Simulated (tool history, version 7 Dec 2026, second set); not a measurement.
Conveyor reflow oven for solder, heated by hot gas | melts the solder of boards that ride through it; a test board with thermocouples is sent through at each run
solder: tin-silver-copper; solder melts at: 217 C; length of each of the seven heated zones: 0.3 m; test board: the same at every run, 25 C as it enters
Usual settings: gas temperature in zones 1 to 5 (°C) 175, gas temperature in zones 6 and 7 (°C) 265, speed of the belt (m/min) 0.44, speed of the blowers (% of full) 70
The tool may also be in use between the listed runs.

run	hour	gas temperature in zones 1 to 5 (°C)	gas temperature in zones 6 and 7 (°C)	speed of the belt (m/min)	speed of the blowers (% of full)	highest temperature of the board (°C)	time above the solder's melting point (s)
1	0	175	265	0.44	70	257	66.9
# hour 50.4: thermocouples of zones 6 and 7 changed
2	59.3	175	265	0.44	70	254.5	65.4
3	89	175	265	0.44	70	254.5	65.1
4	139.1	187	265	0.44	70	256.1	71.2
5	179.2	187	265	0.44	70	256.2	71.3
6	210.1	187	265	0.44	70	256.1	71.1
7	237.9	175	265	0.44	70	254.9	65.5
8	273.4	175	265	0.44	70	254.9	65.4
9	311.5	175	265	0.44	70	254.7	65.4
10	352.4	175	255	0.44	70	245.4	58.9
11	384	174	265	0.44	70	254.6	65
12	412.9	174	265	0.44	70	254.9	65.2
13	444.2	174	265	0.44	64	254.1	64.2
# hour 493.7: flux residue cleaned out of gas plates and filters
14	495.5	174	265	0.44	64	253.7	64.1
15	527.6	174	265	0.44	54	252.3	62.6
16	555.3	174	265	0.44	54	252	62.4
17	589.9	174	265	0.44	54	252.3	62.5
# hour 603.3: belt drive overhauled, speed set with a stopwatch
18	647.6	174	265	0.44	54	252.2	61.7
19	674.6	174	265	0.44	54	252.5	61.9
20	703.2	174	265	0.44	54	252.5	61.8
21	757	175	259	0.446	58	247.3	57.7
# hour 792.2: flux residue cleaned out of gas plates and filters, once more
22	792.2	175	259	0.446	58	248.9	59.7
23	833.9	164	265	0.388	76	258.4	74
24	874.8	181	265	0.513	51	249.9	53
25	899.1	181	254	0.513	51	240.7	45.3
26	935.7	181	254	0.513	51	240.7	45.3
27	986.9	181	254	0.513	51	240.9	45.3
28	1017.7	189	254	0.513	62	243.9	52.9
29	1053	178	265	0.44	77	258.2	68.5

Forecast each of these 5 alternatives for the next run:
A	1081.9	178	265	0.44	78	?	?
B	1081.9	178	259	0.44	77	?	?
C	1081.9	163	265	0.459	61	?	?
D	1081.9	185	265	0.44	77	?	?
E	1081.9	178	265	0.529	66	?	?

run	highest temperature of the board (°C)	time above the solder's melting point (s)
A	257.8	68.5
B	252.1	65.4
C	252.4	56.2
D	258.4	71.6
E	251.4	51.9
Without the tool's hidden state the same runs would have given:
run	highest temperature of the board (°C)	time above the solder's melting point (s)
A	255.9	67.2
B	250.2	64
C	250.6	54.7
D	256.5	70.3
E	249.8	50.7

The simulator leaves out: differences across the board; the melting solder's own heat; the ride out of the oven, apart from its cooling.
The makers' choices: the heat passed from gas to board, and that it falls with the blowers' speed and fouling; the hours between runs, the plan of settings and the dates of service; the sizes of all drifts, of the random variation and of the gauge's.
